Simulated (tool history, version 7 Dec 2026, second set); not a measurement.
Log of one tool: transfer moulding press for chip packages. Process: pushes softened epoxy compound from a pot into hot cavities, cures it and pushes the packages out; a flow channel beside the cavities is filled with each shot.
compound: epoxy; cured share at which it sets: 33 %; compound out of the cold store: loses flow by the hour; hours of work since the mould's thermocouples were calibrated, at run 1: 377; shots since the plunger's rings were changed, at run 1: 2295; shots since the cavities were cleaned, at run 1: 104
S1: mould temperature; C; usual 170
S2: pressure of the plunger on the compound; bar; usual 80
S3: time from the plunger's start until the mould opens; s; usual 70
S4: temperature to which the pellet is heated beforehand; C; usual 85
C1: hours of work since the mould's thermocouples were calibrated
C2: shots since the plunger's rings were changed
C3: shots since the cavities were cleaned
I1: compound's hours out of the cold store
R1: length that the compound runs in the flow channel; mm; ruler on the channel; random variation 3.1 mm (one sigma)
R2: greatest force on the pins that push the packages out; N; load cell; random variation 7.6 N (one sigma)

| run | hour | S1 | S2 | S3 | S4 | C1 | C2 | C3 | I1 | R1 | R2 |
|---|---|---|---|---|---|---|---|---|---|---|---|
| 1 | 0 | 170 | 80 | 70 | 85 | 377 | 2295 | 104 | 27.1 | 794 | 413 |
| 2 | 27.8 | 170 | 80 | 70 | 85 | 398 | 2789 | 598 | 12.7 | 847 | 624 |
|  | 61.2 | cavities cleaned with cleaning compound and waxed |
| 3 | 79.6 | 173 | 80 | 70 | 85 | 434 | 3685 | 328 | 9.7 | 839 | 445 |
|  | 108.8 | mould's thermocouples calibrated |
| 4 | 119.6 | 173 | 80 | 57 | 85 | 8 | 4360 | 1003 | 36.6 | 712 | 836 |
|  | 126.9 | cavities cleaned with cleaning compound and waxed |
| 5 | 157.8 | 173 | 80 | 57 | 85 | 35 | 5014 | 550 | 36.3 | 706 | 713 |
|  | 190.8 | cavities cleaned with cleaning compound and waxed |
|  | 202.3 | plunger's sealing rings changed |
| 6 | 202.3 | 170 | 80.1 | 70 | 85 | 65 | 0 | 159 | 25.5 | 819 | 405 |
| 7 | 250.8 | 170 | 80.1 | 70 | 85 | 100 | 863 | 1022 | 14.5 | 864 | 642 |
|  | 257.8 | cavities cleaned with cleaning compound and waxed |
| 8 | 281.7 | 170 | 80 | 70 | 85 | 122 | 1386 | 425 | 18.9 | 835 | 510 |
| 9 | 316 | 170 | 80 | 70 | 85 | 147 | 1997 | 1036 | 41.4 | 732 | 617 |
|  | 321.4 | cavities cleaned with cleaning compound and waxed |
| 10 | 360.2 | 170 | 80 | 70 | 85 | 178 | 2755 | 688 | 33.6 | 757 | 548 |
|  | 389.2 | cavities cleaned with cleaning compound and waxed |
| 11 | 407.1 | 170 | 80 | 70 | 85 | 211 | 3564 | 318 | 30 | 757 | 480 |
| 12 | 445.9 | 170 | 80 | 69 | 85 | 240 | 4254 | 1008 | 30.7 | 747 | 662 |
|  | 454.9 | cavities cleaned with cleaning compound and waxed |
| 13 | 471.4 | 170 | 80 | 69 | 85 | 258 | 4681 | 294 | 36.7 | 716 | 473 |
| 14 | 498.3 | 170 | 72.7 | 76 | 85 | 277 | 5160 | 773 | 30 | 706 | 501 |
|  | 521.4 | cavities cleaned with cleaning compound and waxed |
|  | 537.6 | plunger's sealing rings changed |
| 15 | 546.2 | 164 | 80 | 86 | 85 | 310 | 152 | 396 | 31.5 | 817 | 475 |
| 16 | 581.4 | 164 | 80 | 86 | 85 | 335 | 778 | 1022 | 44.8 | 747 | 564 |
|  | 588.3 | cavities cleaned with cleaning compound and waxed |
| 17 | 631.3 | 164 | 80 | 86 | 86 | 371 | 1640 | 765 | 27.3 | 820 | 587 |
|  | 655 | cavities cleaned with cleaning compound and waxed |
| 18 | 663.4 | 164 | 89.3 | 87 | 86 | 393 | 2183 | 149 | 20.5 | 893 | 390 |
| 19 | 705 | 164 | 89.3 | 87 | 86 | 424 | 2924 | 890 | 33.1 | 821 | 583 |
|  | 718.3 | cavities cleaned with cleaning compound and waxed |
|  | 750 | mould's thermocouples calibrated |
| 20 | 761.6 | 167 | 80 | 89 | 92 | 9 | 3868 | 734 | 32 | 754 | 441 |
|  | 785.9 | cavities cleaned with cleaning compound and waxed |
| 21 | 810.4 | 173 | 79.4 | 76 | 75 | 43 | 4710 | 436 | 36.2 | 715 | 402 |
|  | 852.2 | cavities cleaned with cleaning compound and waxed |
| 22 | 863.9 | 174 | 75.3 | 70 | 85 | 81 | 5634 | 208 | 42.4 | 650 | 324 |
|  | 873.8 | plunger's sealing rings changed |
|  | 918.7 | cavities cleaned with cleaning compound and waxed |
| 23 | 918.7 | 173 | 77 | 101 | 88 | 119 | 772 | 0 | 38.1 | 731 | 237 |
| 24 | 952.9 | 171 | 99.6 | 82 | 85 | 144 | 1380 | 608 | 18.9 | 926 | 429 |
|  | 982.7 | cavities cleaned with cleaning compound and waxed |
| 25 | 983.3 | 171 | 99.6 | 82 | 85 | 165 | 1895 | 10 | 29.6 | 867 | 246 |
| 26 | 1024.3 | 171 | 99.6 | 82 | 85 | 195 | 2623 | 738 | 38.8 | 812 | 419 |

5 ways to go on from here, each from the tool as it stands after run 26. What would each give?
|  | 1048.6 | cavities cleaned with cleaning compound and waxed |
| A | 1064.8 | 172 | 84.4 | 70 | 85 | 224 | 3318 | 289 | 17.1 | ? | ? |
|  | 1048.6 | cavities cleaned with cleaning compound and waxed |
| B | 1064.8 | 170 | 78.4 | 70 | 85 | 224 | 3318 | 289 | 40.6 | ? | ? |
|  | 1048.6 | cavities cleaned with cleaning compound and waxed |
| C | 1064.8 | 171 | 93.8 | 80 | 85 | 224 | 3318 | 289 | 42.5 | ? | ? |
|  | 1048.6 | cavities cleaned with cleaning compound and waxed |
| D | 1064.8 | 176 | 82.6 | 82 | 88 | 224 | 3318 | 289 | 17.1 | ? | ? |
|  | 1048.6 | cavities cleaned with cleaning compound and waxed |
| E | 1064.8 | 167 | 99.6 | 82 | 85 | 224 | 3318 | 289 | 29 | ? | ? |

| run | R1 | R2 |
|---|---|---|
| A | 833 | 416 |
| B | 715 | 424 |
| C | 766 | 328 |
| D | 806 | 314 |
| E | 866 | 386 |
Without the tool's hidden state the same runs would have given:
| run | R1 | R2 |
|---|---|---|
| A | 875 | 301 |
| B | 751 | 305 |
| C | 805 | 240 |
| D | 847 | 232 |
| E | 909 | 278 |
